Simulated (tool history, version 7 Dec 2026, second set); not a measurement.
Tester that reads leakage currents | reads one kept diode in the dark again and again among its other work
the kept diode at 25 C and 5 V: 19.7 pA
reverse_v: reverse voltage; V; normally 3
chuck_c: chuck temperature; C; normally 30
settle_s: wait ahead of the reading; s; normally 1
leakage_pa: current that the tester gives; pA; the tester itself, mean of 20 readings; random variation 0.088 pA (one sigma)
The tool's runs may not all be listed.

| run | hour | reverse_v | chuck_c | settle_s | leakage_pa |
|---|---|---|---|---|---|
| 1 | 0 | 3 | 30 | 1 | 32.11 |
| 2 | 57 | 3 | 30 | 1 | 32.1 |
| 3 | 89.9 | 3 | 30 | 1 | 32.15 |
| 4 | 119.5 | 3 | 30 | 1 | 32.22 |
| 5 | 148.9 | 3 | 30 | 1 | 32.61 |
| 6 | 189.6 | 5.2 | 30 | 1 | 42.27 |
| 7 | 219.3 | 3 | 30 | 9.8 | 32.04 |
| 8 | 270.6 | 3 | 30 | 9.8 | 32.2 |
| 9 | 330.3 | 3 | 30 | 9.8 | 32.36 |
| 10 | 364.4 | 3 | 30 | 1 | 33.05 |
| 11 | 423.7 | 3 | 30 | 1 | 33.07 |
| 12 | 454.8 | 3 | 30 | 0.37 | 34.33 |
|  | 494.9 | chuck's temperature calibrated |
| 13 | 504.6 | 3 | 30 | 0.37 | 29.43 |
| 14 | 566.3 | 3 | 30 | 0.37 | 29.49 |
|  | 573.1 | probe card cleaned and baked |
| 15 | 617.1 | 3 | 30 | 9.38 | 29.59 |
|  | 671.4 | probe card cleaned and baked, once more |
| 16 | 675.1 | 3 | 30 | 9.38 | 24.08 |
| 17 | 710.1 | 3 | 30 | 1 | 24.47 |
| 18 | 757.3 | 3 | 30 | 1 | 24.42 |
| 19 | 817 | 3 | 30 | 1 | 24.74 |
| 20 | 858 | 3 | 30 | 1 | 24.99 |
| 21 | 892.1 | 3 | 30 | 1 | 25.07 |
| 22 | 931.7 | 3 | 37 | 6.67 | 40.72 |
| 23 | 981.7 | 3 | 30 | 6.67 | 24.69 |
| 24 | 1011.4 | 3 | 30 | 6.67 | 24.99 |
| 25 | 1055.3 | 1.02 | 35 | 1 | 23.81 |
| 26 | 1082.6 | 3.53 | 20 | 2.12 | 12.9 |
| 27 | 1139.8 | 3.53 | 20 | 2.12 | 13.14 |
| 28 | 1181.6 | 1.41 | 30 | 1 | 19.12 |
| 29 | 1221.4 | 1.87 | 23 | 5.08 | 12.74 |
| 30 | 1272.6 | 4.76 | 29 | 1.27 | 29.02 |
| 31 | 1311.7 | 3.24 | 56 | 0.37 | 151.99 |
| 32 | 1340.7 | 1.07 | 33 | 0.8 | 21.64 |
| 33 | 1395.2 | 3 | 30 | 0.37 | 27.3 |
| 34 | 1431.8 | 1.07 | 43 | 2.94 | 42.89 |

Each run again, without the hidden state but with its own random variation kept:
What the log doesn't record here: stray current of the dirty probe card, pA a volt; current scale over the true one, %; true chuck temperature over the reading, C; drift of the gauge itself on leakage_pa, %.
| run | leakage_pa |
|---|---|
| 1 | 24.45 |
| 2 | 24.3 |
| 3 | 24.29 |
| 4 | 24.26 |
| 5 | 24.49 |
| 6 | 30.15 |
| 7 | 23.8 |
| 8 | 23.81 |
| 9 | 23.81 |
| 10 | 24.35 |
| 11 | 24.24 |
| 12 | 25.34 |
| 13 | 25.19 |
| 14 | 25.09 |
| 15 | 24.02 |
| 16 | 24.05 |
| 17 | 24.34 |
| 18 | 24.17 |
| 19 | 24.33 |
| 20 | 24.47 |
| 21 | 24.45 |
| 22 | 39.78 |
| 23 | 23.84 |
| 24 | 24.04 |
| 25 | 23.13 |
| 26 | 11.97 |
| 27 | 12.06 |
| 28 | 18.25 |
| 29 | 11.88 |
| 30 | 26.83 |
| 31 | 146.4 |
| 32 | 20.52 |
| 33 | 25.32 |
| 34 | 40.83 |
